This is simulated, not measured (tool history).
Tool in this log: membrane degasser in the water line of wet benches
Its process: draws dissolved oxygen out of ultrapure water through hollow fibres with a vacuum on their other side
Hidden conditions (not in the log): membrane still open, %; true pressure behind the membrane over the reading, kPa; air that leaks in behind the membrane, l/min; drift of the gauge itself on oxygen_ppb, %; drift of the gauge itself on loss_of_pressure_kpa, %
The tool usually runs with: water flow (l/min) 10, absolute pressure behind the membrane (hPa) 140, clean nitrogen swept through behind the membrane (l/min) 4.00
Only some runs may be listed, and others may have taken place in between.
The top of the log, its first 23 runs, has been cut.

| run | hour | water flow (l/min) | absolute pressure behind the membrane (hPa) | clean nitrogen swept through behind the membrane (l/min) | hours since the membrane was changed | hours since the vacuum gauge was calibrated | hours since the vacuum lines were made tight | dissolved oxygen in the water behind the degasser (ppb) | pressure that the water loses in the fibres (hPa) |
|---|---|---|---|---|---|---|---|---|---|
| 24 | 4300.8 | 10 | 334 | 6.42 | 6524 | 3618 | 1694 | 126.9 | 488.6 |
| 25 | 4454.1 | 10 | 334 | 6.42 | 6678 | 3771 | 1848 | 127.3 | 484.5 |
| 26 | 4666.5 | 10 | 334 | 6.42 | 6890 | 3984 | 2060 | 126.3 | 493.1 |
| 27 | 4895.2 | 7 | 140 | 9.04 | 7119 | 4212 | 2289 | 25.9 | 341.9 |
| 28 | 5069.7 | 7 | 275 | 6.94 | 7293 | 4387 | 2463 | 67.3 | 341.4 |
| 29 | 5265.1 | 7 | 275 | 6.94 | 7489 | 4582 | 2658 | 67.8 | 340.0 |
| 30 | 5439.5 | 7 | 275 | 6.94 | 7663 | 4757 | 2833 | 66.3 | 343.4 |
| 31 | 5659.3 | 7 | 275 | 6.94 | 7883 | 4976 | 3053 | 67.0 | 341.4 |
| 32 | 5830.5 | 9 | 199 | 4.00 | 8054 | 5148 | 3224 | 104.2 | 439.7 |

Each row is a separate what-if for the run after 32, all from the same tool condition, not one after another. Results?
|  | 6025.3 | vacuum gauge calibrated |
| A | 6060.9 | 10 | 215 | 4.00 | 8284 | 36 | 3454 | ? | ? |
|  | 6025.3 | vacuum gauge calibrated |
| B | 6060.9 | 8 | 92 | 9.64 | 8284 | 36 | 3454 | ? | ? |
|  | 6025.3 | vacuum gauge calibrated |
| C | 6060.9 | 9 | 214 | 4.00 | 8284 | 36 | 3454 | ? | ? |

| run | dissolved oxygen in the water behind the degasser (ppb) | pressure that the water loses in the fibres (hPa) |
|---|---|---|
| A | 123.0 | 490.5 |
| B | 19.9 | 390.2 |
| C | 110.5 | 441.5 |
What these runs would have given with no unlogged condition in the tool:
| run | dissolved oxygen in the water behind the degasser (ppb) | pressure that the water loses in the fibres (hPa) |
|---|---|---|
| A | 122.8 | 490.0 |
| B | 19.9 | 389.8 |
| C | 110.3 | 441.1 |
